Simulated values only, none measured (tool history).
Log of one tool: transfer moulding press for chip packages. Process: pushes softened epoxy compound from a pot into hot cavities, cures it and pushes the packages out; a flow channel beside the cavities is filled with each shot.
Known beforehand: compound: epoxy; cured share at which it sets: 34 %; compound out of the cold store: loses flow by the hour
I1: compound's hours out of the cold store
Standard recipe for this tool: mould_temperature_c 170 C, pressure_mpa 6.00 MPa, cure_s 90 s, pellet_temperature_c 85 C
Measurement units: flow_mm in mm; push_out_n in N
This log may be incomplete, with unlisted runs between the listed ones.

Run 1, day 0.000: usual settings; I1 9.8. Result: flow_mm 876 mm, push_out_n 469 N.
Run 2, day 0.762: usual settings; I1 44.7. Result: flow_mm 691 mm, push_out_n 459 N.
Run 3, day 1.921: usual settings; I1 16.9. Result: flow_mm 837 mm, push_out_n 486 N.
Run 4, day 2.842: usual settings; I1 47.7. Result: flow_mm 688 mm, push_out_n 475 N.
Run 5, day 3.921: usual settings; I1 45.6. Result: flow_mm 694 mm, push_out_n 464 N.
Run 6, day 5.004: usual settings; I1 26.3. Result: flow_mm 786 mm, push_out_n 477 N.
Run 7, day 5.683: usual settings but pellet_temperature_c 94 C; I1 44.6. Result: flow_mm 694 mm, push_out_n 419 N.
Run 8, day 7.000: usual settings but mould_temperature_c 172 C, pellet_temperature_c 94 C; I1 11.8. Result: flow_mm 841 mm, push_out_n 453 N.
Run 9, day 7.867: usual settings but mould_temperature_c 173 C, pressure_mpa 7.42 MPa, cure_s 116 s, pellet_temperature_c 81 C; I1 32.2. Result: flow_mm 837 mm, push_out_n 422 N.
Run 10, day 8.921: usual settings but pressure_mpa 4.50 MPa, pellet_temperature_c 88 C; I1 44.5. Result: flow_mm 611 mm, push_out_n 466 N.
Run 11, day 9.517: usual settings but cure_s 86 s, pellet_temperature_c 86 C; I1 16.7. Result: flow_mm 843 mm, push_out_n 506 N.
Run 12, day 10.971: usual settings but cure_s 86 s, pellet_temperature_c 86 C; I1 26.9. Result: flow_mm 790 mm, push_out_n 498 N.

Not shown: 7 entries that the log had between the listed runs. Between which runs, and how does the tool's hidden state differ before and after?
Logged between run 2 and run 3: cavities cleaned with cleaning compound and waxed (day 1.529)
  pressure that reaches the compound, % of what is set: 99.92 -> 99.91; grip of the stained cavities, % over clean ones': 0.5 -> 0.2
Logged between run 4 and run 5: cavities cleaned with cleaning compound and waxed (day 3.554)
  grip of the stained cavities, % over clean ones': 0.5 -> 0.1
Logged between run 6 and run 7: cavities cleaned with cleaning compound and waxed (day 5.604)
  grip of the stained cavities, % over clean ones': 0.5 -> 0.1
Logged between run 8 and run 9: plunger's sealing rings changed (day 7.479); cavities cleaned with cleaning compound and waxed (day 7.771)
  pressure that reaches the compound, % of what is set: 99.88 -> 100; grip of the stained cavities, % over clean ones': 0.5 -> 0
Logged between run 9 and run 10: mould's thermocouples calibrated (day 8.888)
  true mould temperature over the reading, C: -0.01 -> 0; pressure that reaches the compound, % of what is set: 100 -> 99.99; grip of the stained cavities, % over clean ones': 0 -> 0.4
Logged between run 11 and run 12: cavities cleaned with cleaning compound and waxed (day 9.917)
  pressure that reaches the compound, % of what is set: 99.99 -> 99.98; grip of the stained cavities, % over clean ones': 0.5 -> 0.4
